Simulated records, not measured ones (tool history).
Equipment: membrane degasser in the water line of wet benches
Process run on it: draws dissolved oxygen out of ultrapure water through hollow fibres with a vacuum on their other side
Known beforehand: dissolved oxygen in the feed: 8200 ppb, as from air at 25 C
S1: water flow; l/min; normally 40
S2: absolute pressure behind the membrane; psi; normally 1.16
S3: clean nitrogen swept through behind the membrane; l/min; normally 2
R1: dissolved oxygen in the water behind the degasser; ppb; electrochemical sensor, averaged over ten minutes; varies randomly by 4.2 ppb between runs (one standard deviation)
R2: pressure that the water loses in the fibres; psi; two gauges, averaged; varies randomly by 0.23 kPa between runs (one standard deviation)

run,hour,S1,S2,S3,R1,R2
1,0,40,1.16,2,422.8,8.322
2,58.9,40,0.841,2,326.4,8.26
3,91.2,41,1.16,2,436.6,8.483
4,151.6,40,1.16,2,416.8,8.296
5,206.8,40,1.16,2,419.8,8.267
6,234.9,40,1.16,2,417.4,8.229
7,296.6,25,1.16,2,191.8,5.21
8,345.2,40,0.954,2,356,8.285
9,375.7,40,1.16,2,415.9,8.242
10,427.9,40,1.16,2,416.8,8.289
11,456.7,49,1.16,2,571.8,10.171
12,494.5,40,1.16,0.85,619.3,8.232
13,549,40,1.16,0.85,619.8,8.261
14,599,29,0.86,2.15,173.7,6.031
15,655.8,40,0.885,5.1,270.8,8.272
16,714.9,44,1.674,2.23,604.9,9.103
# hour 757: seals of the vacuum lines changed
17,776.4,60,1.16,0.87,1011.6,12.473
18,831.9,60,1.16,0.87,1006,12.376
19,883.7,60,1.42,1.26,1008.3,12.411
20,944.7,39,1.16,2.33,374.7,8.112
21,982.4,40,1.16,1.26,511.3,8.292
22,1047.5,28,1.453,4.87,171.4,5.762
23,1099.8,28,1.453,4.87,172.3,5.79
24,1168,28,1.453,0.84,523.3,5.788
25,1233.2,40,0.96,1.66,386.2,8.234

Consider 4 possible next runs. They are alternatives, not a sequence: every one starts from the tool as it was left by run 25. What does each give?
A,1280.2,57,1.117,2.62,?,?
B,1280.2,40,0.96,2.12,?,?
C,1280.2,29,1.16,3.01,?,?
D,1280.2,55,2.844,2,?,?

run,R1,R2
A,658.3,11.734
B,351.6,8.335
C,196.4,5.973
D,1221.7,11.342
Without the tool's unlogged condition, the same runs would have read:
run,R1,R2
A,658.1,11.731
B,351.4,8.334
C,196.3,5.971
D,1221.4,11.34
